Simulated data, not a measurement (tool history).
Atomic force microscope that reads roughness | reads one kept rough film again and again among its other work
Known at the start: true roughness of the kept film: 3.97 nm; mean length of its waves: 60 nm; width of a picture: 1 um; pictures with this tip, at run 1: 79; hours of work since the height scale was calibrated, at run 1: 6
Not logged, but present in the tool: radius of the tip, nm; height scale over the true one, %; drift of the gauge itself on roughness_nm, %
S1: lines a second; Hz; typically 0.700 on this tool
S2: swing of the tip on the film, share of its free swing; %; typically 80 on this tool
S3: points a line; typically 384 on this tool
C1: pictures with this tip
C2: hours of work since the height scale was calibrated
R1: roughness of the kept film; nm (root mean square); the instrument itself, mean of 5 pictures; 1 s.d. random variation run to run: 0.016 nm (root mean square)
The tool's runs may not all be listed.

{"run": 1, "hour": 0.0, "S1": 0.7, "S2": 80, "S3": 384, "C1": 79, "C2": 6, "R1": 3.575}
{"run": 2, "hour": 5.7, "S1": 0.7, "S2": 80, "S3": 384, "C1": 84, "C2": 8, "R1": 3.602}
{"run": 3, "hour": 10.0, "S1": 2.84, "S2": 80, "S3": 384, "C1": 87, "C2": 10, "R1": 3.367}
{"run": 4, "hour": 16.1, "S1": 2.633, "S2": 80, "S3": 384, "C1": 92, "C2": 13, "R1": 3.359}
{"run": 5, "hour": 21.1, "S1": 3.006, "S2": 80, "S3": 384, "C1": 96, "C2": 15, "R1": 3.331}
{"run": 6, "hour": 25.7, "S1": 3.006, "S2": 80, "S3": 384, "C1": 100, "C2": 17, "R1": 3.317}
{"hour": 27.2, "done": "new tip fitted"}
{"run": 7, "hour": 32.1, "S1": 0.7, "S2": 80, "S3": 384, "C1": 4, "C2": 19, "R1": 3.773}
{"run": 8, "hour": 37.0, "S1": 0.79, "S2": 80, "S3": 890, "C1": 8, "C2": 21, "R1": 3.78}
{"run": 9, "hour": 42.1, "S1": 0.79, "S2": 80, "S3": 890, "C1": 12, "C2": 23, "R1": 3.784}
{"hour": 43.5, "done": "height scale calibrated on a step standard"}
{"run": 10, "hour": 47.5, "S1": 0.79, "S2": 80, "S3": 890, "C1": 15, "C2": 2, "R1": 3.781}
{"run": 11, "hour": 52.5, "S1": 0.7, "S2": 80, "S3": 551, "C1": 19, "C2": 4, "R1": 3.754}
{"run": 12, "hour": 60.1, "S1": 0.7, "S2": 80, "S3": 551, "C1": 25, "C2": 7, "R1": 3.769}
{"run": 13, "hour": 65.8, "S1": 0.904, "S2": 80, "S3": 580, "C1": 30, "C2": 9, "R1": 3.701}
{"run": 14, "hour": 71.7, "S1": 0.904, "S2": 80, "S3": 580, "C1": 35, "C2": 12, "R1": 3.69}

Branching from run 14: 5 alternative next runs. What would each branch give?
{"hour": 75.9, "done": "height scale calibrated on a step standard, once more"}
{"run": "A", "hour": 79.8, "S1": 0.525, "S2": 80, "S3": 451, "C1": 40, "C2": 2, "R1": "?"}
{"hour": 75.9, "done": "height scale calibrated on a step standard, once more"}
{"run": "B", "hour": 79.8, "S1": 0.972, "S2": 75, "S3": 384, "C1": 40, "C2": 2, "R1": "?"}
{"hour": 75.9, "done": "height scale calibrated on a step standard, once more"}
{"run": "C", "hour": 79.8, "S1": 0.761, "S2": 75, "S3": 861, "C1": 40, "C2": 2, "R1": "?"}
{"hour": 75.9, "done": "height scale calibrated on a step standard, once more"}
{"run": "D", "hour": 79.8, "S1": 1.138, "S2": 70, "S3": 384, "C1": 40, "C2": 2, "R1": "?"}
{"hour": 75.9, "done": "height scale calibrated on a step standard, once more"}
{"run": "E", "hour": 79.8, "S1": 0.7, "S2": 72, "S3": 309, "C1": 40, "C2": 2, "R1": "?"}

run=A R1=3.706
run=B R1=3.676
run=C R1=3.684
run=D R1=3.692
run=E R1=3.681
The same runs, with their run-to-run variation unchanged, on a tool lacking any hidden condition would have given:
run=A R1=3.827
run=B R1=3.796
run=C R1=3.804
run=D R1=3.812
run=E R1=3.801

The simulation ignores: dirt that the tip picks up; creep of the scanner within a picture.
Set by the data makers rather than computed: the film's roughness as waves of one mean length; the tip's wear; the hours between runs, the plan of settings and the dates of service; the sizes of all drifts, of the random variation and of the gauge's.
